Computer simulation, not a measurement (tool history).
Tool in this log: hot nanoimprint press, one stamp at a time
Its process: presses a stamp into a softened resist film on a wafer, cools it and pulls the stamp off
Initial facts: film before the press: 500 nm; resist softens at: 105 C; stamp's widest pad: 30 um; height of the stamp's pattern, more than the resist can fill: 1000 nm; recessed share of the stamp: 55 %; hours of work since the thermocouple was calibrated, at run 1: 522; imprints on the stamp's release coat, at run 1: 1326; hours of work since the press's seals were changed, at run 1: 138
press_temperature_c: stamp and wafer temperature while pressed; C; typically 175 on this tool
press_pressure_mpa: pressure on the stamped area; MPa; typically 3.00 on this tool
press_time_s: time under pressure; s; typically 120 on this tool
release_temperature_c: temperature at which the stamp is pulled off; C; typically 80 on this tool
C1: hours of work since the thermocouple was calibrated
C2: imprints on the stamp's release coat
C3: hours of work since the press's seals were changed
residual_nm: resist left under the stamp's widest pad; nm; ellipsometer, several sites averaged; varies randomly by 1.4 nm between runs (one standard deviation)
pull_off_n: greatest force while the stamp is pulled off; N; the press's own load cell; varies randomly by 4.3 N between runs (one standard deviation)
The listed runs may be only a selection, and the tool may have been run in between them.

{"run": 1, "hour": 0.0, "press_temperature_c": 175, "press_pressure_mpa": 3.0, "press_time_s": 120, "release_temperature_c": 80, "C1": 522, "C2": 1326, "C3": 138, "residual_nm": 226.6, "pull_off_n": 281}
{"run": 2, "hour": 52.7, "press_temperature_c": 175, "press_pressure_mpa": 3.0, "press_time_s": 120, "release_temperature_c": 80, "C1": 548, "C2": 1415, "C3": 164, "residual_nm": 229.5, "pull_off_n": 284}
{"hour": 63.2, "done": "plate thermocouple calibrated"}
{"run": 3, "hour": 103.6, "press_temperature_c": 175, "press_pressure_mpa": 3.0, "press_time_s": 120, "release_temperature_c": 80, "C1": 20, "C2": 1496, "C3": 188, "residual_nm": 212.3, "pull_off_n": 276}
{"run": 4, "hour": 147.6, "press_temperature_c": 175, "press_pressure_mpa": 3.0, "press_time_s": 120, "release_temperature_c": 80, "C1": 42, "C2": 1570, "C3": 210, "residual_nm": 213.3, "pull_off_n": 295}
{"run": 5, "hour": 217.9, "press_temperature_c": 175, "press_pressure_mpa": 3.0, "press_time_s": 120, "release_temperature_c": 80, "C1": 78, "C2": 1688, "C3": 245, "residual_nm": 214.3, "pull_off_n": 293}
{"run": 6, "hour": 288.3, "press_temperature_c": 175, "press_pressure_mpa": 3.0, "press_time_s": 120, "release_temperature_c": 80, "C1": 113, "C2": 1806, "C3": 281, "residual_nm": 216.2, "pull_off_n": 294}
{"run": 7, "hour": 368.4, "press_temperature_c": 175, "press_pressure_mpa": 3.0, "press_time_s": 120, "release_temperature_c": 80, "C1": 153, "C2": 1941, "C3": 321, "residual_nm": 217.8, "pull_off_n": 316}
{"run": 8, "hour": 447.9, "press_temperature_c": 175, "press_pressure_mpa": 3.0, "press_time_s": 120, "release_temperature_c": 80, "C1": 193, "C2": 2075, "C3": 361, "residual_nm": 217.7, "pull_off_n": 308}
{"run": 9, "hour": 525.2, "press_temperature_c": 175, "press_pressure_mpa": 3.0, "press_time_s": 120, "release_temperature_c": 80, "C1": 232, "C2": 2205, "C3": 400, "residual_nm": 218.1, "pull_off_n": 307}
{"run": 10, "hour": 585.0, "press_temperature_c": 175, "press_pressure_mpa": 3.0, "press_time_s": 120, "release_temperature_c": 80, "C1": 262, "C2": 2305, "C3": 430, "residual_nm": 221.1, "pull_off_n": 326}
{"hour": 605.6, "done": "stamp cleaned and given a new release coat"}
{"run": 11, "hour": 640.3, "press_temperature_c": 175, "press_pressure_mpa": 3.0, "press_time_s": 120, "release_temperature_c": 80, "C1": 286, "C2": 58, "C3": 454, "residual_nm": 217.8, "pull_off_n": 206}
{"run": 12, "hour": 709.5, "press_temperature_c": 175, "press_pressure_mpa": 3.0, "press_time_s": 120, "release_temperature_c": 80, "C1": 321, "C2": 174, "C3": 489, "residual_nm": 220.5, "pull_off_n": 217}
{"run": 13, "hour": 774.2, "press_temperature_c": 175, "press_pressure_mpa": 3.0, "press_time_s": 120, "release_temperature_c": 80, "C1": 354, "C2": 283, "C3": 521, "residual_nm": 220.6, "pull_off_n": 229}
{"run": 14, "hour": 858.8, "press_temperature_c": 175, "press_pressure_mpa": 3.0, "press_time_s": 120, "release_temperature_c": 80, "C1": 396, "C2": 425, "C3": 564, "residual_nm": 222.1, "pull_off_n": 230}
{"run": 15, "hour": 929.9, "press_temperature_c": 175, "press_pressure_mpa": 3.0, "press_time_s": 120, "release_temperature_c": 80, "C1": 432, "C2": 545, "C3": 600, "residual_nm": 222.6, "pull_off_n": 232}
{"run": 16, "hour": 1023.8, "press_temperature_c": 175, "press_pressure_mpa": 3.0, "press_time_s": 120, "release_temperature_c": 80, "C1": 479, "C2": 703, "C3": 647, "residual_nm": 226.9, "pull_off_n": 238}
{"run": 17, "hour": 1119.5, "press_temperature_c": 175, "press_pressure_mpa": 3.0, "press_time_s": 156, "release_temperature_c": 80, "C1": 527, "C2": 864, "C3": 695, "residual_nm": 208.6, "pull_off_n": 243}
{"hour": 1170.8, "done": "plate thermocouple calibrated"}
{"run": 18, "hour": 1198.7, "press_temperature_c": 175, "press_pressure_mpa": 3.36, "press_time_s": 235, "release_temperature_c": 80, "C1": 14, "C2": 992, "C3": 733, "residual_nm": 164.8, "pull_off_n": 246}
{"run": 19, "hour": 1245.2, "press_temperature_c": 175, "press_pressure_mpa": 3.36, "press_time_s": 235, "release_temperature_c": 80, "C1": 37, "C2": 1070, "C3": 756, "residual_nm": 164.2, "pull_off_n": 256}
{"run": 20, "hour": 1337.1, "press_temperature_c": 185, "press_pressure_mpa": 3.0, "press_time_s": 120, "release_temperature_c": 70, "C1": 83, "C2": 1225, "C3": 802, "residual_nm": 143.9, "pull_off_n": 293}
{"run": 21, "hour": 1411.3, "press_temperature_c": 167, "press_pressure_mpa": 4.01, "press_time_s": 68, "release_temperature_c": 80, "C1": 121, "C2": 1349, "C3": 839, "residual_nm": 314.3, "pull_off_n": 266}
{"run": 22, "hour": 1454.1, "press_temperature_c": 184, "press_pressure_mpa": 4.01, "press_time_s": 86, "release_temperature_c": 72, "C1": 142, "C2": 1421, "C3": 861, "residual_nm": 140.1, "pull_off_n": 308}
{"run": 23, "hour": 1513.3, "press_temperature_c": 185, "press_pressure_mpa": 3.51, "press_time_s": 177, "release_temperature_c": 66, "C1": 172, "C2": 1521, "C3": 891, "residual_nm": 115.9, "pull_off_n": 328}
{"run": 24, "hour": 1563.8, "press_temperature_c": 185, "press_pressure_mpa": 2.75, "press_time_s": 71, "release_temperature_c": 74, "C1": 197, "C2": 1606, "C3": 916, "residual_nm": 182.8, "pull_off_n": 297}
{"run": 25, "hour": 1614.7, "press_temperature_c": 178, "press_pressure_mpa": 3.93, "press_time_s": 77, "release_temperature_c": 85, "C1": 223, "C2": 1692, "C3": 942, "residual_nm": 196.9, "pull_off_n": 272}
{"hour": 1628.9, "done": "press's hydraulic seals changed and the load cell set to zero"}
{"run": 26, "hour": 1709.1, "press_temperature_c": 182, "press_pressure_mpa": 3.93, "press_time_s": 195, "release_temperature_c": 67, "C1": 266, "C2": 1837, "C3": 40, "residual_nm": 118.4, "pull_off_n": 343}
{"run": 27, "hour": 1752.9, "press_temperature_c": 184, "press_pressure_mpa": 3.44, "press_time_s": 186, "release_temperature_c": 66, "C1": 288, "C2": 1911, "C3": 62, "residual_nm": 117.6, "pull_off_n": 343}
{"run": 28, "hour": 1800.7, "press_temperature_c": 175, "press_pressure_mpa": 3.26, "press_time_s": 145, "release_temperature_c": 80, "C1": 312, "C2": 1991, "C3": 86, "residual_nm": 200.5, "pull_off_n": 311}
{"run": 29, "hour": 1857.1, "press_temperature_c": 175, "press_pressure_mpa": 3.26, "press_time_s": 145, "release_temperature_c": 80, "C1": 340, "C2": 2086, "C3": 114, "residual_nm": 200.9, "pull_off_n": 316}

Alternative continuations, all from the tool just after run 29; predict every row:
{"run": "A", "hour": 1941.4, "press_temperature_c": 175, "press_pressure_mpa": 1.84, "press_time_s": 120, "release_temperature_c": 80, "C1": 382, "C2": 2227, "C3": 157, "residual_nm": "?", "pull_off_n": "?"}
{"run": "B", "hour": 1941.4, "press_temperature_c": 175, "press_pressure_mpa": 3.26, "press_time_s": 145, "release_temperature_c": 66, "C1": 382, "C2": 2227, "C3": 157, "residual_nm": "?", "pull_off_n": "?"}
{"run": "C", "hour": 1941.4, "press_temperature_c": 165, "press_pressure_mpa": 2.7, "press_time_s": 145, "release_temperature_c": 80, "C1": 382, "C2": 2227, "C3": 157, "residual_nm": "?", "pull_off_n": "?"}

run=A residual_nm=291.6 pull_off_n=337
run=B residual_nm=199.8 pull_off_n=362
run=C residual_nm=338.1 pull_off_n=313
With the hidden condition removed and each run's random variation left untouched, the same runs would have given:
run=A residual_nm=283.4 pull_off_n=216
run=B residual_nm=192.7 pull_off_n=232
run=C residual_nm=328.6 pull_off_n=200

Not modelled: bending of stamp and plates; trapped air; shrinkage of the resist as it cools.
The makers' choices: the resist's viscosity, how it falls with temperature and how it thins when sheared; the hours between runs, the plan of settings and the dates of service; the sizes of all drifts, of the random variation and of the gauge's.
